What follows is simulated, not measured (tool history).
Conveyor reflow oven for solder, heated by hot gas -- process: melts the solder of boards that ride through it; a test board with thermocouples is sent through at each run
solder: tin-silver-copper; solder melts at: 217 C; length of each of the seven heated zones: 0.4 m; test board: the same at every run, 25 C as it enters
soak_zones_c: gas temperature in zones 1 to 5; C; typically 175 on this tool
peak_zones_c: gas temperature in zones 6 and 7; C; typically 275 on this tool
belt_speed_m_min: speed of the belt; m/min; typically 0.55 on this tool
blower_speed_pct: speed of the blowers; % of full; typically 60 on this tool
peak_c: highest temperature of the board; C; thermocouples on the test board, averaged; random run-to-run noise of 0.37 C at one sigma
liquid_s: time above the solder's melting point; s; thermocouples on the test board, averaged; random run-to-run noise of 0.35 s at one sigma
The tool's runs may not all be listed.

run,hour,soak_zones_c,peak_zones_c,belt_speed_m_min,blower_speed_pct,peak_c,liquid_s
1,0,175,275,0.55,60,256.8,67.8
2,44.7,175,275,0.55,60,256.4,67.9
3,80.3,175,275,0.55,60,255.9,67.5
4,133.1,175,275,0.55,60,256.6,68.1
5,190.1,175,275,0.55,60,255.9,68.3
6,226.6,175,275,0.55,60,255.9,68.1
7,264,175,275,0.55,60,256.2,67.9
8,322,175,278,0.55,60,258.6,69.8
# hour 345.6: flux residue cleaned out of gas plates and filters
9,362,165,281,0.64,59,254.6,52
10,394.5,165,277,0.64,50,246.5,45.4
11,428.4,164,267,0.548,62,250,59.2
12,468.3,175,290,0.487,63,276.8,91.8
13,517.4,183,284,0.55,60,267.5,78.6
14,550.8,175,268,0.55,60,252.2,65.2
15,600.1,175,268,0.55,60,251.8,64.9

4 options for the next run, each taken on its own from the tool as it stands now. Forecast them:
A,642.8,175,271,0.635,60,?,?
B,642.8,177,275,0.441,75,?,?
C,642.8,170,275,0.55,60,?,?
D,642.8,175,275,0.557,60,?,?

run,peak_c,liquid_s
A,249.2,52.4
B,268.1,97.6
C,257.3,66.7
D,257.4,68.9
Without the tool's hidden state the same runs would have given:
run,peak_c,liquid_s
A,246.7,49.9
B,265.1,95.1
C,254.6,64.1
D,254.7,66.4

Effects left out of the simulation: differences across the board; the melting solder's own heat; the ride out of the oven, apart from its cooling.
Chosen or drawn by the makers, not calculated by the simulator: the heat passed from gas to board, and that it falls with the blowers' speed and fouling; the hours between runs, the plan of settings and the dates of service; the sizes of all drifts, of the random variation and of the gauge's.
